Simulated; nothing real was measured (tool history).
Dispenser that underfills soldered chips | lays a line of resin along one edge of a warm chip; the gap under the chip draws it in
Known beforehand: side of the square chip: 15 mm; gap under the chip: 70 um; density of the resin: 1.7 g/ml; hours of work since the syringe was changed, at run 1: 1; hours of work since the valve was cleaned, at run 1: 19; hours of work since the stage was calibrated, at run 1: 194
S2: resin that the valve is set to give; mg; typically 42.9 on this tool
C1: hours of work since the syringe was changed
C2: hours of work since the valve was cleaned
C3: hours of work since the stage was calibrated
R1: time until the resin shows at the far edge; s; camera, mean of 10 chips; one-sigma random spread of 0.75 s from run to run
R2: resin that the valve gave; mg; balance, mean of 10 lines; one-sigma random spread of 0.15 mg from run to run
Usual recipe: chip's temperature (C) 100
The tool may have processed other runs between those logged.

Run 1, hour 0: usual settings; C1 1; C2 19; C3 194. Result: R1 79.9 s, R2 42.44 mg.
At hour 11.1: new syringe of resin.
Run 2, hour 11.8: usual settings; C1 0; C2 27; C3 202. Result: R1 72.8 s, R2 42.32 mg.
Run 3, hour 22.6: usual settings but S2 52.6 mg; C1 8; C2 35; C3 210. Result: R1 127.4 s, R2 51.65 mg.
At hour 24.1: new syringe of resin.
Run 4, hour 29.4: usual settings but S2 52.6 mg; C1 4; C2 40; C3 215. Result: R1 91.4 s, R2 51.62 mg.
At hour 37.4: new syringe of resin.
At hour 39.8: dispensing valve cleaned and set on the balance.
Run 5, hour 41.2: usual settings but S2 52.6 mg; C1 2; C2 1; C3 223. Result: R1 80.1 s, R2 53.05 mg.
At hour 51.8: new syringe of resin.
Run 6, hour 52.2: usual settings but S2 44.8 mg; C1 0; C2 9; C3 231. Result: R1 70.9 s, R2 44.95 mg.
Run 7, hour 62.2: usual settings but S2 44.8 mg; C1 8; C2 16; C3 238. Result: R1 119.8 s, R2 44.72 mg.
At hour 64.6: new syringe of resin.
Run 8, hour 75.7: usual settings; C1 8; C2 26; C3 247. Result: R1 122.8 s, R2 42.52 mg.
At hour 77.2: new syringe of resin.
Run 9, hour 88.9: usual settings; C1 9; C2 35; C3 257. Result: R1 127 s, R2 42.17 mg.
At hour 90: new syringe of resin.
Run 10, hour 96.8: usual settings but chip's temperature (C) 104; C1 5; C2 41; C3 262. Result: R1 86.7 s, R2 41.93 mg.
At hour 102.5: new syringe of resin.
At hour 106.7: dispensing valve cleaned and set on the balance.
Run 11, hour 111.4: usual settings but chip's temperature (C) 104; C1 6; C2 3; C3 272. Result: R1 91.7 s, R2 42.67 mg.
At hour 116.7: new syringe of resin.
Run 12, hour 119.1: usual settings but S2 39.2 mg; C1 2; C2 9; C3 277. Result: R1 82.9 s, R2 38.76 mg.
At hour 129.1: new syringe of resin.
Run 13, hour 130.9: usual settings but S2 39.2 mg; C1 1; C2 17; C3 286. Result: R1 77.6 s, R2 38.63 mg.
At hour 141.8: new syringe of resin.
Run 14, hour 141.8: usual settings; C1 0; C2 25; C3 294. Result: R1 72.7 s, R2 42.07 mg.
Run 15, hour 152.2: usual settings; C1 8; C2 33; C3 301. Result: R1 124.7 s, R2 42.05 mg.
At hour 154.1: new syringe of resin.
Run 16, hour 159: usual settings but S2 54.1 mg; C1 4; C2 37; C3 306. Result: R1 90.8 s, R2 52.87 mg.
At hour 166.5: new syringe of resin.
Run 17, hour 170: usual settings but S2 54.1 mg; C1 3; C2 45; C3 314. Result: R1 84.5 s, R2 52.71 mg.
At hour 173.2: dispensing valve cleaned and set on the balance.
At hour 180.6: new syringe of resin.
Run 18, hour 183.2: usual settings but chip's temperature (C) 103, S2 53 mg; C1 2; C2 7; C3 322. Result: R1 74.5 s, R2 52.95 mg.
At hour 193.5: new syringe of resin.
Run 19, hour 193.7: usual settings but chip's temperature (C) 111, S2 44 mg; C1 0; C2 15; C3 330. Result: R1 49.2 s, R2 43.71 mg.
At hour 206.4: new syringe of resin.
Run 20, hour 207.1: usual settings but chip's temperature (C) 111, S2 51.8 mg; C1 0; C2 24; C3 339. Result: R1 49 s, R2 51 mg.
Run 21, hour 218: usual settings but chip's temperature (C) 91, S2 48.5 mg; C1 8; C2 32; C3 347. Result: R1 176.4 s, R2 47.45 mg.
At hour 218.9: new syringe of resin.
Run 22, hour 225.2: usual settings but chip's temperature (C) 91, S2 48.5 mg; C1 5; C2 37; C3 352. Result: R1 132.4 s, R2 47.61 mg.
At hour 231.6: new syringe of resin.
Run 23, hour 238.4: usual settings but chip's temperature (C) 99, S2 40.1 mg; C1 5; C2 46; C3 362. Result: R1 106.5 s, R2 39.06 mg.
At hour 240.5: dispensing valve cleaned and set on the balance.
At hour 245.5: new syringe of resin.
Run 24, hour 249.8: usual settings but chip's temperature (C) 86, S2 42.4 mg; C1 3; C2 7; C3 369. Result: R1 155.1 s, R2 42.51 mg.
Run 25, hour 255.4: usual settings but chip's temperature (C) 86, S2 42.4 mg; C1 7; C2 11; C3 373. Result: R1 203.4 s, R2 42.15 mg.
At hour 258.2: new syringe of resin.
Run 26, hour 263.4: usual settings but chip's temperature (C) 87, S2 54.2 mg; C1 4; C2 16; C3 379. Result: R1 148.1 s, R2 54.12 mg.
Run 27, hour 268.8: usual settings but chip's temperature (C) 101, S2 53.3 mg; C1 8; C2 20; C3 383. Result: R1 119 s, R2 52.61 mg.
At hour 270.9: new syringe of resin.
Run 28, hour 282: usual settings but chip's temperature (C) 95, S2 52.8 mg; C1 8; C2 30; C3 392. Result: R1 150 s, R2 52.27 mg.
At hour 283.5: new syringe of resin.
Run 29, hour 294.7: usual settings but chip's temperature (C) 104, S2 37.2 mg; C1 8; C2 39; C3 401. Result: R1 112.6 s, R2 36.52 mg.
At hour 295.9: new syringe of resin.
At hour 307: dispensing valve cleaned and set on the balance.
Run 30, hour 307.3: usual settings but chip's temperature (C) 98, S2 37.6 mg; C1 8; C2 0; C3 409. Result: R1 134.6 s, R2 37.71 mg.
At hour 309.4: new syringe of resin.
Run 31, hour 315.5: usual settings but chip's temperature (C) 98, S2 37.6 mg; C1 4; C2 6; C3 415. Result: R1 109.5 s, R2 37.4 mg.
At hour 322.4: new syringe of resin.
Run 32, hour 327.2: usual settings but chip's temperature (C) 113, S2 41.3 mg; C1 4; C2 14; C3 423. Result: R1 59.4 s, R2 41.17 mg.
At hour 335.5: new syringe of resin.
Run 33, hour 338.3: usual settings but chip's temperature (C) 111, S2 47.3 mg; C1 2; C2 22; C3 431. Result: R1 57.4 s, R2 46.51 mg.
At hour 348.5: new syringe of resin.
Run 34, hour 351.3: usual settings but chip's temperature (C) 111; C1 2; C2 31; C3 440. Result: R1 54.4 s, R2 42.54 mg.

Here are 4 independent what-if runs from the current tool condition. What would each one return?
Run A, hour 359.9: usual settings but chip's temperature (C) 93, S2 38.6 mg; C1 8; C2 38; C3 447. Result: R1 ?, R2 ?.
Run B, hour 359.9: usual settings but chip's temperature (C) 99, S2 50.8 mg; C1 8; C2 38; C3 447. Result: R1 ?, R2 ?.
Run C, hour 359.9: usual settings but chip's temperature (C) 86, S2 50.8 mg; C1 8; C2 38; C3 447. Result: R1 ?, R2 ?.
Run D, hour 359.9: usual settings but chip's temperature (C) 89, S2 39.9 mg; C1 8; C2 38; C3 447. Result: R1 ?, R2 ?.

run     R1     R2
  A  169.9  37.81
  B  129.6   49.9
  C  215.9  50.03
  D  192.6  39.08
What these runs would have given with no unlogged condition in the tool:
run     R1     R2
  A   91.8  38.49
  B   70.2   50.8
  C  116.9  50.94
  D    104  39.79

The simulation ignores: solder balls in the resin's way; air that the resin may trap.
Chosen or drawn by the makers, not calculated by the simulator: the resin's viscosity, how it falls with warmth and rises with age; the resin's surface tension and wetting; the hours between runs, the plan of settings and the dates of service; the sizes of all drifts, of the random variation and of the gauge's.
